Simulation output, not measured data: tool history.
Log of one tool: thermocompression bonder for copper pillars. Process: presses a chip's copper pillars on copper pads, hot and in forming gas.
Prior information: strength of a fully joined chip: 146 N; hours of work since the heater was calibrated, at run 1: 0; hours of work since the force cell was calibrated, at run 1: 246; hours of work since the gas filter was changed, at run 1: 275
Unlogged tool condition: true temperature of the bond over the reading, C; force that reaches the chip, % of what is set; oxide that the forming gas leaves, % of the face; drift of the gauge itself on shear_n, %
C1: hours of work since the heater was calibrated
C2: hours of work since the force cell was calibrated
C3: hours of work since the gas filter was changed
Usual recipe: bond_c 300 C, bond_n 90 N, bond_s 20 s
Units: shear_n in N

{"run": 1, "day": 0.0, "bond_c": 300, "bond_n": 90, "bond_s": 20, "C1": 0, "C2": 246, "C3": 275, "shear_n": 95.9}
{"run": 2, "day": 0.342, "bond_c": 300, "bond_n": 90, "bond_s": 20, "C1": 5, "C2": 251, "C3": 280, "shear_n": 96.7}
{"run": 3, "day": 0.633, "bond_c": 300, "bond_n": 70, "bond_s": 20, "C1": 9, "C2": 255, "C3": 284, "shear_n": 86}
{"run": 4, "day": 0.888, "bond_c": 300, "bond_n": 70, "bond_s": 20, "C1": 12, "C2": 258, "C3": 287, "shear_n": 85.6}
{"day": 1.129, "done": "forming gas filter changed"}
{"run": 5, "day": 1.229, "bond_c": 287, "bond_n": 70, "bond_s": 20, "C1": 16, "C2": 263, "C3": 1, "shear_n": 78.5}
{"run": 6, "day": 1.646, "bond_c": 287, "bond_n": 70, "bond_s": 20, "C1": 22, "C2": 268, "C3": 7, "shear_n": 78}
{"run": 7, "day": 1.983, "bond_c": 287, "bond_n": 70, "bond_s": 20, "C1": 26, "C2": 273, "C3": 11, "shear_n": 78.9}
{"run": 8, "day": 2.496, "bond_c": 308, "bond_n": 90, "bond_s": 20, "C1": 33, "C2": 280, "C3": 18, "shear_n": 108.1}
{"run": 9, "day": 2.95, "bond_c": 300, "bond_n": 90, "bond_s": 16, "C1": 39, "C2": 286, "C3": 24, "shear_n": 95.9}
{"run": 10, "day": 3.5, "bond_c": 300, "bond_n": 90, "bond_s": 16, "C1": 47, "C2": 293, "C3": 32, "shear_n": 96.4}
{"run": 11, "day": 3.788, "bond_c": 300, "bond_n": 90, "bond_s": 20, "C1": 51, "C2": 297, "C3": 36, "shear_n": 102.1}
{"run": 12, "day": 4.262, "bond_c": 300, "bond_n": 90, "bond_s": 20, "C1": 57, "C2": 303, "C3": 42, "shear_n": 102.1}
{"run": 13, "day": 4.75, "bond_c": 300, "bond_n": 132, "bond_s": 20, "C1": 64, "C2": 310, "C3": 49, "shear_n": 117.3}
{"run": 14, "day": 5.229, "bond_c": 300, "bond_n": 132, "bond_s": 20, "C1": 70, "C2": 316, "C3": 55, "shear_n": 117}
{"run": 15, "day": 5.638, "bond_c": 300, "bond_n": 132, "bond_s": 20, "C1": 75, "C2": 322, "C3": 61, "shear_n": 116.8}
{"run": 16, "day": 6.125, "bond_c": 300, "bond_n": 132, "bond_s": 20, "C1": 82, "C2": 328, "C3": 67, "shear_n": 116.6}
{"run": 17, "day": 6.412, "bond_c": 300, "bond_n": 93, "bond_s": 20, "C1": 86, "C2": 332, "C3": 71, "shear_n": 104.2}
{"run": 18, "day": 6.679, "bond_c": 300, "bond_n": 93, "bond_s": 20, "C1": 89, "C2": 336, "C3": 75, "shear_n": 102.9}
{"run": 19, "day": 7.129, "bond_c": 300, "bond_n": 93, "bond_s": 20, "C1": 96, "C2": 342, "C3": 81, "shear_n": 102.4}
{"run": 20, "day": 7.538, "bond_c": 300, "bond_n": 93, "bond_s": 20, "C1": 101, "C2": 347, "C3": 86, "shear_n": 102.6}
{"run": 21, "day": 8.112, "bond_c": 300, "bond_n": 93, "bond_s": 20, "C1": 109, "C2": 355, "C3": 94, "shear_n": 103.3}
{"run": 22, "day": 8.529, "bond_c": 294, "bond_n": 93, "bond_s": 20, "C1": 114, "C2": 361, "C3": 99, "shear_n": 98.4}
{"run": 23, "day": 8.871, "bond_c": 294, "bond_n": 93, "bond_s": 20, "C1": 119, "C2": 365, "C3": 104, "shear_n": 97.7}
{"run": 24, "day": 9.292, "bond_c": 324, "bond_n": 93, "bond_s": 20, "C1": 125, "C2": 371, "C3": 110, "shear_n": 121.7}
{"run": 25, "day": 9.896, "bond_c": 306, "bond_n": 69, "bond_s": 24, "C1": 133, "C2": 379, "C3": 118, "shear_n": 100.9}
{"run": 26, "day": 10.2, "bond_c": 306, "bond_n": 69, "bond_s": 24, "C1": 137, "C2": 383, "C3": 122, "shear_n": 100.4}
{"run": 27, "day": 10.671, "bond_c": 306, "bond_n": 69, "bond_s": 24, "C1": 143, "C2": 389, "C3": 128, "shear_n": 100.2}
{"run": 28, "day": 11.054, "bond_c": 300, "bond_n": 75, "bond_s": 35, "C1": 148, "C2": 395, "C3": 133, "shear_n": 107.4}
{"run": 29, "day": 11.454, "bond_c": 300, "bond_n": 75, "bond_s": 35, "C1": 154, "C2": 400, "C3": 139, "shear_n": 108.4}
{"run": 30, "day": 11.946, "bond_c": 300, "bond_n": 75, "bond_s": 35, "C1": 160, "C2": 407, "C3": 145, "shear_n": 109.2}
{"run": 31, "day": 12.533, "bond_c": 318, "bond_n": 75, "bond_s": 20, "C1": 168, "C2": 414, "C3": 153, "shear_n": 109}
{"run": 32, "day": 13.071, "bond_c": 300, "bond_n": 81, "bond_s": 13, "C1": 175, "C2": 422, "C3": 160, "shear_n": 85.8}
{"run": 33, "day": 13.488, "bond_c": 300, "bond_n": 91, "bond_s": 20, "C1": 181, "C2": 427, "C3": 166, "shear_n": 102.1}
{"run": 34, "day": 14.046, "bond_c": 283, "bond_n": 127, "bond_s": 20, "C1": 188, "C2": 435, "C3": 174, "shear_n": 101.1}
{"run": 35, "day": 14.646, "bond_c": 316, "bond_n": 58, "bond_s": 35, "C1": 197, "C2": 443, "C3": 182, "shear_n": 110.6}
{"run": 36, "day": 14.962, "bond_c": 316, "bond_n": 58, "bond_s": 35, "C1": 201, "C2": 447, "C3": 186, "shear_n": 110.8}
{"run": 37, "day": 15.45, "bond_c": 272, "bond_n": 89, "bond_s": 12, "C1": 207, "C2": 454, "C3": 192, "shear_n": 64.4}
{"run": 38, "day": 15.946, "bond_c": 285, "bond_n": 89, "bond_s": 43, "C1": 214, "C2": 460, "C3": 199, "shear_n": 107.4}
{"run": 39, "day": 16.442, "bond_c": 300, "bond_n": 108, "bond_s": 20, "C1": 221, "C2": 467, "C3": 206, "shear_n": 108.9}

Some steps in shear_n, run to run, broken into two amounts with sign: the step expected even without the hidden condition (settings, incoming material, random variation), and the rest, left for the hidden condition together with whatever gauge scatter is not in both the measured and the hidden-condition-free result:
Run 4 -> 5: bond_c 300 -> 287, forming gas filter changed. shear_n -7.1 N: hidden state +4.8, all else -11.9.
Run 7 -> 8: bond_c 287 -> 308, bond_n 70 -> 90. shear_n +29.2 N: hidden state +0, all else +29.2.
Run 36 -> 37: bond_c 316 -> 272, bond_n 58 -> 89, bond_s 35 -> 12. shear_n -46.4 N: hidden state +2, all else -48.4.
Run 37 -> 38: bond_c 272 -> 285, bond_s 12 -> 43. shear_n +43 N: hidden state -1.5, all else +44.5.
